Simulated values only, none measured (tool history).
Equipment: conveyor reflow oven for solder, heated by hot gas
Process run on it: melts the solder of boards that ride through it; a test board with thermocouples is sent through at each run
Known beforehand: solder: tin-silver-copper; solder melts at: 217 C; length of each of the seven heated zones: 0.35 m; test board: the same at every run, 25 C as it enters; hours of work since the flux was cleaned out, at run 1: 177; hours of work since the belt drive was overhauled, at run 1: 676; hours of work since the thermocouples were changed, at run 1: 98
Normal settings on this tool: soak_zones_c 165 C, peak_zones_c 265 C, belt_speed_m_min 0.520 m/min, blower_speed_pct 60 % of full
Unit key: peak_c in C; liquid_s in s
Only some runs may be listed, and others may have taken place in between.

run,day,soak_zones_c,peak_zones_c,belt_speed_m_min,blower_speed_pct,hours of work since the flux was cleaned out,hours of work since the belt drive was overhauled,hours of work since the thermocouples were changed,peak_c,liquid_s
1,0.000,165,265,0.520,60,177,676,98,248.6,56.6
2,0.292,165,265,0.520,60,181,680,102,249.6,56.7
3,0.650,165,265,0.520,60,185,685,107,249.5,56.1
4,1.017,165,265,0.520,60,190,689,111,249.5,57.5
5,1.446,165,265,0.520,60,195,695,117,249.1,55.0
6,1.783,165,265,0.438,60,200,699,121,253.5,73.7
7,1.971,165,263,0.520,60,202,701,123,247.8,54.9
8,2.354,165,263,0.520,60,207,706,128,246.9,54.1
9,2.729,165,265,0.520,60,212,711,133,249.1,55.9
10,2.962,165,265,0.520,80,215,714,136,251.8,58.6
11,3.333,165,265,0.520,60,219,719,141,248.6,56.5
12,3.708,165,265,0.520,60,224,724,145,248.5,56.0
13,3.921,165,257,0.520,60,227,726,148,241.6,49.0
# day 4.154: flux residue cleaned out of gas plates and filters
14,4.321,165,265,0.520,60,2,729,151,248.5,55.3
15,4.733,165,265,0.520,66,7,734,156,249.1,56.4
16,4.938,165,265,0.520,66,10,737,158,249.1,56.3
17,5.383,170,270,0.520,66,16,742,164,254.6,62.1
18,5.692,179,270,0.520,67,20,746,168,255.1,68.0
19,5.950,166,263,0.525,56,23,749,171,245.2,52.0
20,6.179,166,263,0.525,56,26,752,174,246.7,52.1
21,6.588,173,265,0.520,60,31,758,179,249.7,59.2
# day 6.833: flux residue cleaned out of gas plates and filters, once more
22,7.183,173,265,0.520,60,4,762,184,251.2,61.9
23,7.638,165,278,0.520,81,10,768,190,265.5,68.6
24,7.908,170,274,0.545,77,14,772,194,260.2,63.9
25,8.162,165,278,0.471,60,17,775,197,265.8,75.1
26,8.621,157,278,0.566,64,23,781,203,259.1,55.8
27,8.958,157,278,0.566,64,27,785,207,259.0,56.9
28,9.254,157,278,0.566,87,31,789,211,262.2,58.7
29,9.692,165,272,0.484,60,36,794,216,258.3,68.9
30,9.892,166,255,0.461,84,39,797,219,246.5,64.9
31,10.079,165,279,0.520,63,41,799,221,263.5,67.4

A few steps of peak_c between consecutive runs. Split each: what settings, incoming material and random variation would produce without the hidden state, and what is left over for the hidden state, along with gauge scatter present in only one of the two compared results (measured, and without hidden state):
The tool's hidden condition here consists of: heat that the gas passes to the board, % of a clean oven's; belt's true speed, % of the reading; true gas temperature in zones 6 and 7 over the reading, C; drift of the gauge itself on peak_c, C; drift of the gauge itself on liquid_s, %.
Run 6 -> 7: peak_zones_c 265 -> 263, belt_speed_m_min 0.438 -> 0.520. peak_c -5.7 C: hidden state -0.3, all else -5.4.
Run 13 -> 14: peak_zones_c 257 -> 265, flux residue cleaned out of gas plates and filters. peak_c +6.9 C: hidden state -0.5, all else +7.4.
Run 21 -> 22: flux residue cleaned out of gas plates and filters, once more. peak_c +1.5 C: hidden state +2.3, all else -0.8.
Run 22 -> 23: soak_zones_c 173 -> 165, peak_zones_c 265 -> 278, blower_speed_pct 60 -> 81. peak_c +14.3 C: hidden state +0.0, all else +14.3.
Run 29 -> 30: soak_zones_c 165 -> 166, peak_zones_c 272 -> 255, belt_speed_m_min 0.484 -> 0.461, blower_speed_pct 60 -> 84. peak_c -11.8 C: hidden state -0.1, all else -11.7.
Run 30 -> 31: soak_zones_c 166 -> 165, peak_zones_c 255 -> 279, belt_speed_m_min 0.461 -> 0.520, blower_speed_pct 84 -> 63. peak_c +17.0 C: hidden state +0.2, all else +16.8.
